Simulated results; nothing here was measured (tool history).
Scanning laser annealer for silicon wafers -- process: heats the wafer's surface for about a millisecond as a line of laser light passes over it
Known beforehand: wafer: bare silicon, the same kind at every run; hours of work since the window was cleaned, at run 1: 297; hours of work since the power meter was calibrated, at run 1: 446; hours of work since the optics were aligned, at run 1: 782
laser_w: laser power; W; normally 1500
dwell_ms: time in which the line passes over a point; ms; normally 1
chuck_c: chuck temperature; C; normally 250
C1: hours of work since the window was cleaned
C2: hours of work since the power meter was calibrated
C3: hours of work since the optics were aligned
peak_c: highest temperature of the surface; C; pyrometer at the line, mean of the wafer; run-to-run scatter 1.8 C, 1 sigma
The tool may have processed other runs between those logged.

{"run": 1, "hour": 0.0, "laser_w": 1500, "dwell_ms": 1, "chuck_c": 250, "C1": 297, "C2": 446, "C3": 782, "peak_c": 1058}
{"run": 2, "hour": 16.9, "laser_w": 1500, "dwell_ms": 1, "chuck_c": 250, "C1": 310, "C2": 459, "C3": 795, "peak_c": 1059}
{"run": 3, "hour": 28.6, "laser_w": 1500, "dwell_ms": 1, "chuck_c": 250, "C1": 319, "C2": 468, "C3": 803, "peak_c": 1060}
{"run": 4, "hour": 38.2, "laser_w": 1500, "dwell_ms": 1, "chuck_c": 250, "C1": 326, "C2": 475, "C3": 811, "peak_c": 1061}
{"run": 5, "hour": 47.2, "laser_w": 1500, "dwell_ms": 1, "chuck_c": 250, "C1": 333, "C2": 482, "C3": 817, "peak_c": 1057}
{"run": 6, "hour": 64.0, "laser_w": 1500, "dwell_ms": 1, "chuck_c": 250, "C1": 345, "C2": 494, "C3": 830, "peak_c": 1057}
{"run": 7, "hour": 77.1, "laser_w": 1500, "dwell_ms": 1, "chuck_c": 281, "C1": 355, "C2": 504, "C3": 840, "peak_c": 1090}
{"run": 8, "hour": 92.9, "laser_w": 1500, "dwell_ms": 1, "chuck_c": 281, "C1": 367, "C2": 516, "C3": 851, "peak_c": 1090}
{"run": 9, "hour": 106.1, "laser_w": 1500, "dwell_ms": 1, "chuck_c": 281, "C1": 377, "C2": 526, "C3": 861, "peak_c": 1089}
{"run": 10, "hour": 114.7, "laser_w": 1500, "dwell_ms": 1.21, "chuck_c": 250, "C1": 383, "C2": 532, "C3": 868, "peak_c": 1150}
{"run": 11, "hour": 123.1, "laser_w": 1532, "dwell_ms": 1.22, "chuck_c": 287, "C1": 389, "C2": 538, "C3": 874, "peak_c": 1213}

The next listed run, before its measurement:
{"run": 12, "hour": 131.6, "laser_w": 1491, "dwell_ms": 1.04, "chuck_c": 268, "C1": 396, "C2": 545, "C3": 880, "peak_c": "?"}

Logged for run 12: peak_c 1092 C.
Had the tool carried no hidden state, the very same run would have given peak_c 1093 C.
